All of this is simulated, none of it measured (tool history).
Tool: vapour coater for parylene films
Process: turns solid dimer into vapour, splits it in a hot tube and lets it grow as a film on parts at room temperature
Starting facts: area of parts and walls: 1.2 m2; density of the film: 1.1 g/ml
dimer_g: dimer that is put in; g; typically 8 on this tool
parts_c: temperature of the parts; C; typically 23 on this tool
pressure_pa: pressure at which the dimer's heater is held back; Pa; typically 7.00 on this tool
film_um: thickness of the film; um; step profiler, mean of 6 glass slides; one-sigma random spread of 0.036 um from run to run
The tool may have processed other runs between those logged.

run,hour,dimer_g,parts_c,pressure_pa,film_um
1,0.0,8,23,7.00,3.51
2,12.3,8,23,7.00,3.52
3,25.7,8,23,7.00,3.49
4,38.2,5,23,7.00,2.19
5,53.5,3,23,7.00,1.31
6,67.0,8,23,7.00,3.51
7,74.3,6,23,7.00,2.61
8,86.5,6,23,7.00,2.58
9,99.2,6,23,7.00,2.62
10,114.2,8,23,7.00,3.39
11,120.8,8,20,7.00,3.87
12,136.0,8,29,7.00,2.64
13,151.6,8,23,3.69,3.64
14,159.3,11,23,7.00,4.64
15,174.6,11,23,7.00,4.67
# hour 179.6: trap's valve overhauled
16,189.7,11,23,7.00,4.47
17,205.4,11,23,7.00,4.53
18,218.4,8,29,7.00,2.49
19,226.7,8,29,7.00,2.50
20,234.0,8,23,4.17,3.37
21,248.7,8,23,4.17,3.33
22,258.0,8,18,4.17,4.13
# hour 264.0: trap's valve overhauled, once more
23,276.1,8,18,4.17,4.80
24,285.4,13,18,4.17,7.90
25,298.6,8,16,7.00,5.05
26,311.8,8,16,7.00,5.04
27,319.8,4,31,9.13,1.23
28,327.1,4,31,9.13,1.28
29,336.4,10,25,9.13,4.08
30,345.2,8,21,7.00,3.97
31,361.1,6,25,2.79,2.74
32,370.4,14,23,4.99,6.53
33,381.3,4,16,8.31,2.44
34,388.8,7,17,7.00,4.16
35,399.8,9,31,2.25,3.14
36,413.2,3,16,3.43,1.97
37,427.3,10,27,2.05,4.22
38,443.2,10,20,3.28,5.50
39,459.1,6,23,7.00,2.69
40,467.0,6,22,7.29,2.73
41,476.2,6,22,7.29,2.78
42,487.3,10,33,4.84,2.92
43,501.1,4,20,4.31,2.08
44,508.7,8,23,2.02,3.98
45,515.5,4,33,9.19,1.09
46,527.2,4,33,9.19,1.12
47,541.0,3,19,2.98,1.67

Consider 4 possible next runs. They are alternatives, not a sequence: every one starts from the tool as it was left by run 47. What does each give?
A,549.4,4,33,7.00,?
B,549.4,3,19,4.39,?
C,549.4,9,24,7.00,?
D,549.4,9,24,3.85,?

run,film_um
A,1.15
B,1.65
C,3.76
D,3.96
Had the tool no hidden state, the same runs would have come out as:
run,film_um
A,1.21
B,1.74
C,3.97
D,4.19
